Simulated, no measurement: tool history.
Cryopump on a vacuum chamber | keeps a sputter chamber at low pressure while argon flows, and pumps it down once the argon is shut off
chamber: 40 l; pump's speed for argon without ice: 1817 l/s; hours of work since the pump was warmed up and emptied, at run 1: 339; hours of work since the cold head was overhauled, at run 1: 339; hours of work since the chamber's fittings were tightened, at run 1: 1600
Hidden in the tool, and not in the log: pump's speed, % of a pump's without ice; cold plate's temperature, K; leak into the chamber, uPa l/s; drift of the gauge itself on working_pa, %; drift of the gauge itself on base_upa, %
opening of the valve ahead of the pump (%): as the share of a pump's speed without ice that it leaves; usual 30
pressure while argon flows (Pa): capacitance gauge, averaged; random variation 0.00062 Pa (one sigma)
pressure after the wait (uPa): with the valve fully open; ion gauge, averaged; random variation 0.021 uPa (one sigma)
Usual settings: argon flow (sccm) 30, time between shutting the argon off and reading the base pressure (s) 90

| run | hour | argon flow (sccm) | time between shutting the argon off and reading the base pressure (s) | opening of the valve ahead of the pump (%) | hours of work since the pump was warmed up and emptied | hours of work since the cold head was overhauled | hours of work since the chamber's fittings were tightened | pressure while argon flows (Pa) | pressure after the wait (uPa) |
|---|---|---|---|---|---|---|---|---|---|
| 1 | 0 | 30 | 90 | 30 | 339 | 339 | 1600 | 0.0998 | 1.3 |
| 2 | 11.4 | 30 | 90 | 30 | 346 | 346 | 1608 | 0.0989 | 1.33 |
| 3 | 36.6 | 30 | 90 | 30 | 362 | 362 | 1624 | 0.0987 | 1.38 |
| 4 | 59.2 | 30 | 48 | 30 | 376 | 376 | 1638 | 0.0996 | 1.57 |
| 5 | 76.4 | 30 | 90 | 30 | 387 | 387 | 1649 | 0.0995 | 1.37 |
| 6 | 94.5 | 30 | 90 | 21 | 399 | 399 | 1661 | 0.1403 | 1.36 |
| 7 | 114.7 | 30 | 90 | 21 | 412 | 412 | 1673 | 0.1398 | 1.41 |
| 8 | 129.1 | 30 | 90 | 30 | 421 | 421 | 1683 | 0.0998 | 1.45 |
| 9 | 155.4 | 30 | 90 | 30 | 438 | 438 | 1699 | 0.1003 | 1.42 |
| 10 | 176.3 | 30 | 183 | 30 | 451 | 451 | 1713 | 0.1016 | 1.35 |
| 11 | 189.9 | 30 | 183 | 30 | 460 | 460 | 1721 | 0.1012 | 1.33 |
| 12 | 201.1 | 30 | 90 | 30 | 467 | 467 | 1728 | 0.101 | 1.45 |
| 13 | 215.4 | 30 | 90 | 30 | 476 | 476 | 1737 | 0.1011 | 1.53 |
| 14 | 235.4 | 30 | 90 | 30 | 489 | 489 | 1750 | 0.1011 | 1.51 |
| 15 | 253.7 | 30 | 90 | 18 | 500 | 500 | 1762 | 0.1633 | 1.51 |
| 16 | 266.5 | 23 | 90 | 30 | 508 | 508 | 1770 | 0.0778 | 1.5 |
| 17 | 289.1 | 30 | 90 | 30 | 523 | 523 | 1784 | 0.1018 | 1.58 |
| 18 | 303 | 24 | 38 | 31 | 532 | 532 | 1793 | 0.0796 | 1.87 |
| 19 | 325.6 | 24 | 38 | 31 | 546 | 546 | 1808 | 0.0807 | 1.91 |
| 20 | 341.2 | 30 | 125 | 21 | 556 | 556 | 1817 | 0.143 | 1.51 |
| 21 | 356.3 | 30 | 125 | 21 | 565 | 565 | 1827 | 0.1423 | 1.53 |
| 22 | 379 | 30 | 35 | 29 | 580 | 580 | 1842 | 0.1063 | 2.02 |
| 23 | 398.6 | 30 | 35 | 29 | 592 | 592 | 1854 | 0.1074 | 2.02 |
| 24 | 415.5 | 18 | 32 | 30 | 603 | 603 | 1865 | 0.0629 | 2.06 |
| 25 | 435 | 15 | 77 | 22 | 616 | 616 | 1877 | 0.0693 | 1.76 |
| 26 | 456.3 | 15 | 77 | 22 | 629 | 629 | 1891 | 0.0692 | 1.71 |
| 27 | 476.7 | 15 | 77 | 22 | 642 | 642 | 1904 | 0.0691 | 1.82 |
| 28 | 488.9 | 38 | 28 | 17 | 650 | 650 | 1911 | 0.224 | 2.29 |
| 29 | 503.5 | 58 | 90 | 16 | 659 | 659 | 1921 | 0.3631 | 1.75 |
| 30 | 524.3 | 29 | 59 | 16 | 672 | 672 | 1934 | 0.182 | 1.86 |

Forecast run 31:
| 31 | 547.8 | 19 | 73 | 16 | 687 | 687 | 1949 | ? | ? |

Run 31 gave pressure while argon flows (Pa) 0.1186, pressure after the wait (uPa) 1.85.
Without the tool's hidden state the same run would have given pressure while argon flows (Pa) 0.1103, pressure after the wait (uPa) 0.44.
